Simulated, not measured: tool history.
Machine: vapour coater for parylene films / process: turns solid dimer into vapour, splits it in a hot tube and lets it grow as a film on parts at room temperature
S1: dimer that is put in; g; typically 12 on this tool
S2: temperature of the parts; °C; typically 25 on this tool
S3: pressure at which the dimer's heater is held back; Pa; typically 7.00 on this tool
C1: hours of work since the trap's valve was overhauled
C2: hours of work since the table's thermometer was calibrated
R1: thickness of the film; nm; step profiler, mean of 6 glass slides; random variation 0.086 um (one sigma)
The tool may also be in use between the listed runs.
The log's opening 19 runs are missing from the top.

run 20 hour=671.4 | S1=7 S2=20 S3=2.82 | C1=40 C2=305 | R1=6970
run 21 hour=706.8 | S1=7 S2=20 S3=2.82 | C1=57 C2=322 | R1=6930
run 22 hour=759.5 | S1=13 S2=24 S3=2.67 | C1=82 C2=347 | R1=12010
run 23 hour=813.4 | S1=12 S2=27 S3=7.00 | C1=108 C2=373 | R1=9470
run 24 hour=840.5 | S1=20 S2=25 S3=9.24 | C1=121 C2=386 | R1=16000
run 25 hour=876.4 | S1=12 S2=19 S3=7.00 | C1=138 C2=404 | R1=10740
run 26 hour=931.1 | S1=11 S2=25 S3=10.63 | C1=165 C2=430 | R1=8600
run 27 hour=963.1 | S1=5 S2=25 S3=7.00 | C1=180 C2=445 | R1=4000
run 28 hour=991.2 | S1=5 S2=25 S3=11.19 | C1=193 C2=459 | R1=3750
run 29 hour=1021.1 | S1=5 S2=25 S3=11.19 | C1=208 C2=473 | R1=3790
run 30 hour=1067.7 | S1=11 S2=23 S3=2.56 | C1=230 C2=495 | R1=9790
run 31 hour=1120.2 | S1=7 S2=36 S3=2.32 | C1=255 C2=521 | R1=5060
run 32 hour=1150.6 | S1=7 S2=36 S3=2.32 | C1=270 C2=535 | R1=4960
-- hour=1159.6 trap's valve overhauled
run 33 hour=1202.2 | S1=20 S2=25 S3=6.94 | C1=20 C2=558 | R1=17350

4 ways to go on from here, each from the tool as it stands after run 33. What would each give?
run A hour=1255.1 | S1=14 S2=25 S3=6.94 | C1=46 C2=583 | R1=?
run B hour=1255.1 | S1=20 S2=32 S3=6.03 | C1=46 C2=583 | R1=?
run C hour=1255.1 | S1=6 S2=21 S3=2.95 | C1=46 C2=583 | R1=?
run D hour=1255.1 | S1=20 S2=24 S3=2.09 | C1=46 C2=583 | R1=?

run=A R1=12000
run=B R1=15640
run=C R1=5870
run=D R1=20000
Stripped of hidden state, with their random variation kept, the same runs would have yielded:
run=A R1=12180
run=B R1=15870
run=C R1=5960
run=D R1=20300
